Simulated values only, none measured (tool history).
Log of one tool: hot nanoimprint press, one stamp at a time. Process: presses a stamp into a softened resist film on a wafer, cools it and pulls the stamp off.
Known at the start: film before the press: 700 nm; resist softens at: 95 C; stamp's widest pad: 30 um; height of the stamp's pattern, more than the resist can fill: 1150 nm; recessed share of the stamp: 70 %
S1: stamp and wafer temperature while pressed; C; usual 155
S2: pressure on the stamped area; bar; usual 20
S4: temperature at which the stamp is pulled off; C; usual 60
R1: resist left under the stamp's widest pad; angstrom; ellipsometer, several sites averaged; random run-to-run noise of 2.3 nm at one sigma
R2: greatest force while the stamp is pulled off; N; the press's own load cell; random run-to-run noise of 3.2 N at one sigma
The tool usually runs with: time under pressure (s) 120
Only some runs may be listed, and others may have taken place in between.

Run 1, hour 0: usual settings. Result: R1 3679 angstrom, R2 144 N.
Run 2, hour 26.9: usual settings. Result: R1 3703 angstrom, R2 152 N.
Run 3, hour 70.2: usual settings. Result: R1 3720 angstrom, R2 174 N.
Run 4, hour 106.1: usual settings. Result: R1 3666 angstrom, R2 182 N.
At hour 130.6: stamp cleaned and given a new release coat.
Run 5, hour 138.6: usual settings. Result: R1 3658 angstrom, R2 149 N.
At hour 169: press's hydraulic seals changed and the load cell set to zero.
Run 6, hour 191.9: usual settings. Result: R1 3523 angstrom, R2 160 N.
Run 7, hour 232.7: usual settings. Result: R1 3588 angstrom, R2 172 N.
Run 8, hour 255.8: usual settings. Result: R1 3549 angstrom, R2 188 N.
At hour 267.1: stamp cleaned and given a new release coat.
Run 9, hour 301.5: usual settings. Result: R1 3483 angstrom, R2 160 N.
Run 10, hour 324.5: usual settings. Result: R1 3472 angstrom, R2 167 N.
At hour 372.4: plate thermocouple calibrated.
Run 11, hour 374.7: usual settings. Result: R1 3271 angstrom, R2 178 N.
At hour 400.1: stamp cleaned and given a new release coat.
Run 12, hour 423.9: usual settings. Result: R1 3250 angstrom, R2 157 N.
Run 13, hour 470.9: usual settings. Result: R1 3221 angstrom, R2 166 N.
Run 14, hour 503.1: usual settings. Result: R1 3223 angstrom, R2 172 N.
At hour 529.4: stamp cleaned and given a new release coat.
Run 15, hour 541.3: usual settings. Result: R1 3172 angstrom, R2 153 N.
Run 16, hour 565.8: usual settings but S1 146 C, S2 16.7 bar, time under pressure (s) 63, S4 62 C. Result: R1 5873 angstrom, R2 148 N.
Run 17, hour 602.6: usual settings but S1 146 C, S2 16.7 bar, time under pressure (s) 63, S4 62 C. Result: R1 5809 angstrom, R2 164 N.
Run 18, hour 624: usual settings but S2 12.5 bar, time under pressure (s) 111. Result: R1 3914 angstrom, R2 170 N.
At hour 658.7: stamp cleaned and given a new release coat.
At hour 664.5: plate thermocouple calibrated, once more.
Run 19, hour 674.6: usual settings but S1 163 C, S2 15.7 bar. Result: R1 2740 angstrom, R2 158 N.
Run 20, hour 702.4: usual settings but time under pressure (s) 114, S4 58 C. Result: R1 3885 angstrom, R2 160 N.
Run 21, hour 748.5: usual settings but S1 143 C, S2 15.7 bar, time under pressure (s) 238, S4 67 C. Result: R1 5664 angstrom, R2 171 N.
At hour 789.4: stamp cleaned and given a new release coat.
Run 22, hour 795.1: usual settings but S1 143 C, S2 15.7 bar, time under pressure (s) 238, S4 67 C. Result: R1 5581 angstrom, R2 142 N.
Run 23, hour 840.5: usual settings but S1 165 C, S2 29.2 bar, time under pressure (s) 201, S4 54 C. Result: R1 1420 angstrom, R2 173 N.
Run 24, hour 872.1: usual settings but S1 157 C, S4 62 C. Result: R1 3323 angstrom, R2 170 N.
Run 25, hour 899.8: usual settings but S1 157 C, S4 62 C. Result: R1 3316 angstrom, R2 181 N.
At hour 919.4: stamp cleaned and given a new release coat.
Run 26, hour 940.6: usual settings but S1 157 C, S4 62 C. Result: R1 3331 angstrom, R2 154 N.
Run 27, hour 982.8: usual settings but S4 46 C. Result: R1 3653 angstrom, R2 189 N.
Run 28, hour 1021.5: usual settings but S1 159 C, time under pressure (s) 161. Result: R1 2633 angstrom, R2 176 N.
At hour 1047.2: stamp cleaned and given a new release coat.
Run 29, hour 1047.2: usual settings but S1 165 C, S2 14.6 bar, time under pressure (s) 161, S4 53 C. Result: R1 2157 angstrom, R2 157 N.

Branching from run 29: 3 alternative next runs. What would each branch give?
Run A, hour 1094: usual settings but S2 13.3 bar. Result: R1 ?, R2 ?.
Run B, hour 1094: usual settings but S1 159 C, S2 14.6 bar, time under pressure (s) 60, S4 53 C. Result: R1 ?, R2 ?.
Run C, hour 1094: usual settings but S1 149 C. Result: R1 ?, R2 ?.

run    R1   R2
  A  4214  163
  B  4184  171
  C  4786  160
What these runs would have given with no unlogged condition in the tool:
run    R1   R2
  A  4437  150
  B  4389  158
  C  5005  148
